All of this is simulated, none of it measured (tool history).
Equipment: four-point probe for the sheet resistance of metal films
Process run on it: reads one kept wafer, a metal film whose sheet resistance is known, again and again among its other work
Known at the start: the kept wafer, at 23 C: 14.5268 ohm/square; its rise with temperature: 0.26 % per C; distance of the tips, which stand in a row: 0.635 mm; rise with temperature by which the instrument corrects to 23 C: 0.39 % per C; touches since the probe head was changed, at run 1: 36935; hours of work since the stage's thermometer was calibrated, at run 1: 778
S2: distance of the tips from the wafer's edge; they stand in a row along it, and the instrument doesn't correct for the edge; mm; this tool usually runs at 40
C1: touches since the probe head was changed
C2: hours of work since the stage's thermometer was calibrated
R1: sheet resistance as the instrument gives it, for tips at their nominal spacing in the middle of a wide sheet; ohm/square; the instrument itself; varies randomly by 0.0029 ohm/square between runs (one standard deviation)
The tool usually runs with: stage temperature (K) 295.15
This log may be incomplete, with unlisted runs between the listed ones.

{"run": 1, "day": 0.0, "stage temperature (K)": 295.15, "S2": 40, "C1": 36935, "C2": 778, "R1": 14.550765}
{"run": 2, "day": 1.617, "stage temperature (K)": 295.15, "S2": 45, "C1": 38960, "C2": 805, "R1": 14.556551}
{"run": 3, "day": 2.6, "stage temperature (K)": 295.15, "S2": 40, "C1": 40197, "C2": 821, "R1": 14.555095}
{"run": 4, "day": 3.625, "stage temperature (K)": 298.15, "S2": 40, "C1": 41482, "C2": 838, "R1": 14.490879}
{"run": 5, "day": 4.846, "stage temperature (K)": 298.15, "S2": 40, "C1": 43011, "C2": 858, "R1": 14.492724}
{"run": 6, "day": 6.029, "stage temperature (K)": 298.15, "S2": 40, "C1": 44493, "C2": 877, "R1": 14.490931}
{"run": 7, "day": 7.488, "stage temperature (K)": 298.15, "S2": 40, "C1": 46324, "C2": 902, "R1": 14.491915}
{"run": 8, "day": 8.858, "stage temperature (K)": 292.15, "S2": 40, "C1": 48042, "C2": 924, "R1": 14.61029}
{"run": 9, "day": 10.3, "stage temperature (K)": 297.15, "S2": 40, "C1": 49848, "C2": 948, "R1": 14.513382}
{"run": 10, "day": 11.5, "stage temperature (K)": 297.15, "S2": 40, "C1": 51352, "C2": 968, "R1": 14.51227}
{"run": 11, "day": 12.775, "stage temperature (K)": 297.15, "S2": 40, "C1": 52952, "C2": 989, "R1": 14.506931}
{"run": 12, "day": 14.15, "stage temperature (K)": 300.15, "S2": 40, "C1": 54675, "C2": 1012, "R1": 14.454412}
{"run": 13, "day": 15.033, "stage temperature (K)": 300.15, "S2": 40, "C1": 55783, "C2": 1026, "R1": 14.453622}
{"run": 14, "day": 16.1, "stage temperature (K)": 300.15, "S2": 40, "C1": 57121, "C2": 1044, "R1": 14.445584}
{"run": 15, "day": 17.292, "stage temperature (K)": 300.15, "S2": 40, "C1": 58613, "C2": 1063, "R1": 14.450983}
{"run": 16, "day": 18.079, "stage temperature (K)": 295.15, "S2": 40, "C1": 59602, "C2": 1076, "R1": 14.553526}
{"run": 17, "day": 19.725, "stage temperature (K)": 295.15, "S2": 40, "C1": 61667, "C2": 1104, "R1": 14.550265}
{"run": 18, "day": 20.771, "stage temperature (K)": 295.15, "S2": 40, "C1": 62974, "C2": 1121, "R1": 14.552301}
{"run": 19, "day": 22.038, "stage temperature (K)": 295.15, "S2": 15, "C1": 64565, "C2": 1142, "R1": 14.562757}
{"run": 20, "day": 23.367, "stage temperature (K)": 295.15, "S2": 40, "C1": 66231, "C2": 1164, "R1": 14.547509}
{"run": 21, "day": 24.946, "stage temperature (K)": 295.15, "S2": 40, "C1": 68212, "C2": 1190, "R1": 14.551747}
{"run": 22, "day": 26.217, "stage temperature (K)": 295.15, "S2": 40, "C1": 69805, "C2": 1211, "R1": 14.547479}
{"run": 23, "day": 26.946, "stage temperature (K)": 295.15, "S2": 40, "C1": 70718, "C2": 1223, "R1": 14.555139}
{"run": 24, "day": 28.088, "stage temperature (K)": 298.15, "S2": 7, "C1": 72148, "C2": 1242, "R1": 14.551507}
{"run": 25, "day": 29.1, "stage temperature (K)": 294.15, "S2": 7, "C1": 73421, "C2": 1258, "R1": 14.62816}
{"run": 26, "day": 30.054, "stage temperature (K)": 294.15, "S2": 7, "C1": 74614, "C2": 1274, "R1": 14.630762}
{"run": 27, "day": 31.621, "stage temperature (K)": 294.15, "S2": 7, "C1": 76582, "C2": 1300, "R1": 14.632396}
{"run": 28, "day": 32.912, "stage temperature (K)": 294.15, "S2": 7, "C1": 78198, "C2": 1321, "R1": 14.630926}
{"run": 29, "day": 34.367, "stage temperature (K)": 295.15, "S2": 13, "C1": 80023, "C2": 1345, "R1": 14.56139}
{"run": 30, "day": 35.546, "stage temperature (K)": 295.15, "S2": 13, "C1": 81499, "C2": 1365, "R1": 14.567518}
{"run": 31, "day": 37.15, "stage temperature (K)": 298.15, "S2": 15, "C1": 83513, "C2": 1391, "R1": 14.504463}
{"run": 32, "day": 38.754, "stage temperature (K)": 304.15, "S2": 5, "C1": 85524, "C2": 1418, "R1": 14.500756}
{"run": 33, "day": 40.288, "stage temperature (K)": 303.15, "S2": 14, "C1": 87447, "C2": 1443, "R1": 14.409023}
{"run": 34, "day": 41.142, "stage temperature (K)": 303.15, "S2": 14, "C1": 88518, "C2": 1457, "R1": 14.404324}
{"run": 35, "day": 42.017, "stage temperature (K)": 294.15, "S2": 5, "C1": 89614, "C2": 1472, "R1": 14.691561}
{"run": 36, "day": 43.162, "stage temperature (K)": 292.15, "S2": 4, "C1": 91049, "C2": 1491, "R1": 14.809083}
{"run": 37, "day": 43.933, "stage temperature (K)": 297.15, "S2": 3, "C1": 92017, "C2": 1503, "R1": 14.845651}
{"run": 38, "day": 44.658, "stage temperature (K)": 307.15, "S2": 5, "C1": 92925, "C2": 1515, "R1": 14.438804}
{"run": 39, "day": 45.492, "stage temperature (K)": 295.15, "S2": 50, "C1": 93969, "C2": 1529, "R1": 14.550812}
{"run": 40, "day": 46.812, "stage temperature (K)": 307.15, "S2": 3, "C1": 95626, "C2": 1551, "R1": 14.655221}
{"run": 41, "day": 47.717, "stage temperature (K)": 295.15, "S2": 21, "C1": 96758, "C2": 1566, "R1": 14.554226}
{"run": 42, "day": 48.55, "stage temperature (K)": 295.15, "S2": 21, "C1": 97805, "C2": 1580, "R1": 14.55267}
{"day": 48.954, "done": "stage's thermometer calibrated"}
{"run": 43, "day": 49.242, "stage temperature (K)": 295.15, "S2": 3, "C1": 98647, "C2": 5, "R1": 14.891475}
{"run": 44, "day": 49.95, "stage temperature (K)": 295.15, "S2": 3, "C1": 99532, "C2": 16, "R1": 14.887316}
{"run": 45, "day": 51.021, "stage temperature (K)": 292.15, "S2": 51, "C1": 100876, "C2": 34, "R1": 14.614387}

What differs in the tool's unlogged condition from the final listed run ahead of each entry between runs to the first listed run following it?
After run 42, before run 43: stage's thermometer calibrated (day 48.954)
  no difference in the tool's unlogged condition between these two runs

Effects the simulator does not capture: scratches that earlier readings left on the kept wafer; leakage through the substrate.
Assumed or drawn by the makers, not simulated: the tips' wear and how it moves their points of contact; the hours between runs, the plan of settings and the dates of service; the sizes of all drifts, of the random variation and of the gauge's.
